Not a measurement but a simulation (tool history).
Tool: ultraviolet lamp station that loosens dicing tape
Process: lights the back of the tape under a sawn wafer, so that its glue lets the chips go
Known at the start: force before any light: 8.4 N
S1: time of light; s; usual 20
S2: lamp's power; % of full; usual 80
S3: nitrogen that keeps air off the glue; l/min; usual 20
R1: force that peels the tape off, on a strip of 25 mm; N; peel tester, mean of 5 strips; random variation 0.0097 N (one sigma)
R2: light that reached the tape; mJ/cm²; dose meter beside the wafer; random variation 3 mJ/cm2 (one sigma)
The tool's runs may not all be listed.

Run 1, hour 0.0: usual settings. Result: R1 0.750 N, R2 344 mJ/cm².
Run 2, hour 51.3: usual settings. Result: R1 0.764 N, R2 338 mJ/cm².
Run 3, hour 85.3: usual settings. Result: R1 0.797 N, R2 343 mJ/cm².
Run 4, hour 123.9: usual settings. Result: R1 0.790 N, R2 335 mJ/cm².
Run 5, hour 152.0: usual settings but S2 63 % of full. Result: R1 1.305 N, R2 266 mJ/cm².
Run 6, hour 177.7: usual settings but S2 63 % of full. Result: R1 1.283 N, R2 261 mJ/cm².
Run 7, hour 210.5: usual settings but S2 63 % of full, S3 9 l/min. Result: R1 2.001 N, R2 259 mJ/cm².
Run 8, hour 241.6: usual settings but S2 63 % of full, S3 9 l/min. Result: R1 1.935 N, R2 255 mJ/cm².
Run 9, hour 281.2: usual settings but S2 63 % of full, S3 9 l/min. Result: R1 2.046 N, R2 257 mJ/cm².
At hour 333.9: window cleaned of glue's vapour.
Run 10, hour 341.4: usual settings but S2 63 % of full, S3 9 l/min. Result: R1 1.894 N, R2 269 mJ/cm².
Run 11, hour 372.3: usual settings. Result: R1 0.763 N, R2 338 mJ/cm².
Run 12, hour 412.5: usual settings. Result: R1 0.786 N, R2 335 mJ/cm².
Run 13, hour 473.3: usual settings. Result: R1 0.787 N, R2 333 mJ/cm².
Run 14, hour 527.8: usual settings but S3 18 l/min. Result: R1 0.889 N, R2 329 mJ/cm².
Run 15, hour 584.4: usual settings but S1 29 s. Result: R1 0.330 N, R2 468 mJ/cm².
Run 16, hour 627.8: usual settings but S1 29 s. Result: R1 0.363 N, R2 461 mJ/cm².
Run 17, hour 661.9: usual settings but S2 91 % of full. Result: R1 0.684 N, R2 358 mJ/cm².
Run 18, hour 695.9: usual settings but S2 91 % of full. Result: R1 0.687 N, R2 350 mJ/cm².
Run 19, hour 751.4: usual settings but S1 12 s. Result: R1 2.183 N, R2 190 mJ/cm².
Run 20, hour 811.8: usual settings but S2 98 % of full. Result: R1 0.612 N, R2 375 mJ/cm².
Run 21, hour 872.3: usual settings but S2 98 % of full. Result: R1 0.656 N, R2 370 mJ/cm².
Run 22, hour 935.0: usual settings but S1 39 s, S2 61 % of full, S3 14 l/min. Result: R1 0.571 N, R2 439 mJ/cm².
Run 23, hour 964.6: usual settings but S1 14 s, S2 97 % of full, S3 38 l/min. Result: R1 1.059 N, R2 246 mJ/cm².
Run 24, hour 1008.4: usual settings but S1 29 s, S2 87 % of full, S3 30 l/min. Result: R1 0.278 N, R2 451 mJ/cm².
Run 25, hour 1034.7: usual settings but S1 11 s, S2 79 % of full, S3 17 l/min. Result: R1 2.843 N, R2 158 mJ/cm².
Run 26, hour 1066.8: usual settings but S2 64 % of full. Result: R1 1.700 N, R2 229 mJ/cm².
Run 27, hour 1093.7: usual settings but S1 16 s, S3 29 l/min. Result: R1 1.422 N, R2 223 mJ/cm².
Run 28, hour 1121.3: usual settings but S3 9 l/min. Result: R1 1.784 N, R2 282 mJ/cm².
At hour 1171.8: lamp changed.
Run 29, hour 1171.8: usual settings but S2 62 % of full, S3 7 l/min. Result: R1 1.623 N, R2 325 mJ/cm².
Run 30, hour 1204.5: usual settings but S1 19 s, S2 91 % of full, S3 11 l/min. Result: R1 0.626 N, R2 444 mJ/cm².
Run 31, hour 1239.0: usual settings but S1 19 s, S2 91 % of full, S3 11 l/min. Result: R1 0.643 N, R2 446 mJ/cm².
Run 32, hour 1276.4: usual settings but S1 13 s, S2 91 % of full, S3 14 l/min. Result: R1 1.226 N, R2 304 mJ/cm².
Run 33, hour 1305.6: usual settings but S1 15 s, S2 91 % of full, S3 14 l/min. Result: R1 0.934 N, R2 347 mJ/cm².
Run 34, hour 1363.6: usual settings but S1 15 s, S3 31 l/min. Result: R1 0.781 N, R2 295 mJ/cm².
Run 35, hour 1425.9: usual settings but S1 13 s, S3 35 l/min. Result: R1 1.073 N, R2 259 mJ/cm².
Run 36, hour 1461.2: usual settings but S3 35 l/min. Result: R1 0.383 N, R2 391 mJ/cm².
Run 37, hour 1495.0: usual settings but S1 28 s, S2 73 % of full, S3 8 l/min. Result: R1 0.653 N, R2 499 mJ/cm².
Run 38, hour 1553.0: usual settings but S1 28 s, S2 73 % of full, S3 8 l/min. Result: R1 0.673 N, R2 491 mJ/cm².
Run 39, hour 1587.7: usual settings but S2 88 % of full, S3 28 l/min. Result: R1 0.373 N, R2 413 mJ/cm².
Run 40, hour 1646.6: usual settings but S2 88 % of full, S3 28 l/min. Result: R1 0.363 N, R2 414 mJ/cm².
Run 41, hour 1678.4: usual settings but S1 17 s, S2 92 % of full, S3 19 l/min. Result: R1 0.678 N, R2 360 mJ/cm².
Run 42, hour 1717.8: usual settings but S1 17 s, S2 92 % of full, S3 19 l/min. Result: R1 0.676 N, R2 357 mJ/cm².

4 ways to go on from here, each from the tool as it stands after run 42. What would each give?
Run A, hour 1764.6: usual settings but S1 17 s, S3 19 l/min. Result: R1 ?, R2 ?.
Run B, hour 1764.6: usual settings but S1 15 s, S2 92 % of full, S3 19 l/min. Result: R1 ?, R2 ?.
Run C, hour 1764.6: usual settings but S1 11 s, S2 60 % of full, S3 15 l/min. Result: R1 ?, R2 ?.
Run D, hour 1764.6: usual settings but S1 10 s. Result: R1 ?, R2 ?.

run     R1   R2
  A  0.990  310
  B  0.947  317
  C  3.148  147
  D  2.233  182
Without the tool's hidden state the same runs would have given:
run     R1   R2
  A  0.661  373
  B  0.626  381
  C  2.580  178
  D  1.722  219

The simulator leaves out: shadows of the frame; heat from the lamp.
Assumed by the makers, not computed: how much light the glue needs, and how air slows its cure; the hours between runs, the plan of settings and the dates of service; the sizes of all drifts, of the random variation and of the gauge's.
